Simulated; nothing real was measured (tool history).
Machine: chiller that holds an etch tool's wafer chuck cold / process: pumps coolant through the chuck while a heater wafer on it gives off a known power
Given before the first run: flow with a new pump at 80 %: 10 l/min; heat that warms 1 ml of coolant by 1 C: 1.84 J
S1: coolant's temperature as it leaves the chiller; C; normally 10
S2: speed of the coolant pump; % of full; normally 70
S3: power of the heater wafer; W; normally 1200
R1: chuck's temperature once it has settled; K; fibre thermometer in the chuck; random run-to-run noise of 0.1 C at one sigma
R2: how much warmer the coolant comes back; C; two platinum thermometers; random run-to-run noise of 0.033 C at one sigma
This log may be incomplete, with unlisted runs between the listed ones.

| run | hour | S1 | S2 | S3 | R1 | R2 |
|---|---|---|---|---|---|---|
| 1 | 0 | 10 | 70 | 1200 | 291.85 | 4.54 |
| 2 | 64.1 | 10 | 70 | 1200 | 291.95 | 4.57 |
| 3 | 110.8 | 10 | 70 | 1200 | 291.95 | 4.57 |
| 4 | 168.7 | 10 | 70 | 1200 | 291.85 | 4.65 |
| 5 | 209.4 | 10 | 70 | 1200 | 291.95 | 4.56 |
| 6 | 259.9 | 10 | 70 | 1200 | 291.95 | 4.54 |
| 7 | 320.8 | 10 | 70 | 1200 | 291.85 | 4.53 |
| 8 | 363.9 | 10 | 70 | 1200 | 291.95 | 4.56 |
| 9 | 390.7 | 10 | 64 | 1200 | 292.65 | 4.95 |
| 10 | 419 | 10 | 70 | 1200 | 291.95 | 4.54 |
| 11 | 462.5 | 10 | 70 | 1200 | 291.75 | 4.58 |
| 12 | 490.4 | 10 | 70 | 1200 | 291.95 | 4.59 |
| 13 | 553 | 7 | 70 | 1200 | 288.75 | 4.49 |
| 14 | 607.6 | 7 | 70 | 1200 | 288.55 | 4.54 |
| 15 | 662.3 | 8 | 65 | 1200 | 290.55 | 4.96 |
| 16 | 708 | 16 | 85 | 1200 | 296.45 | 3.68 |
| 17 | 753.8 | 10 | 86 | 1200 | 290.35 | 3.64 |

Run 18 has not been measured yet. What should we expect?
| 18 | 783.8 | 9 | 94 | 1241 | ? | ? |

{"run 18": {"R1": 289.15, "R2": 3.39}}
Take away the tool's hidden state, keep the run-to-run variation as it was, and the same run would have given R1 289.15 K, R2 3.39 C.

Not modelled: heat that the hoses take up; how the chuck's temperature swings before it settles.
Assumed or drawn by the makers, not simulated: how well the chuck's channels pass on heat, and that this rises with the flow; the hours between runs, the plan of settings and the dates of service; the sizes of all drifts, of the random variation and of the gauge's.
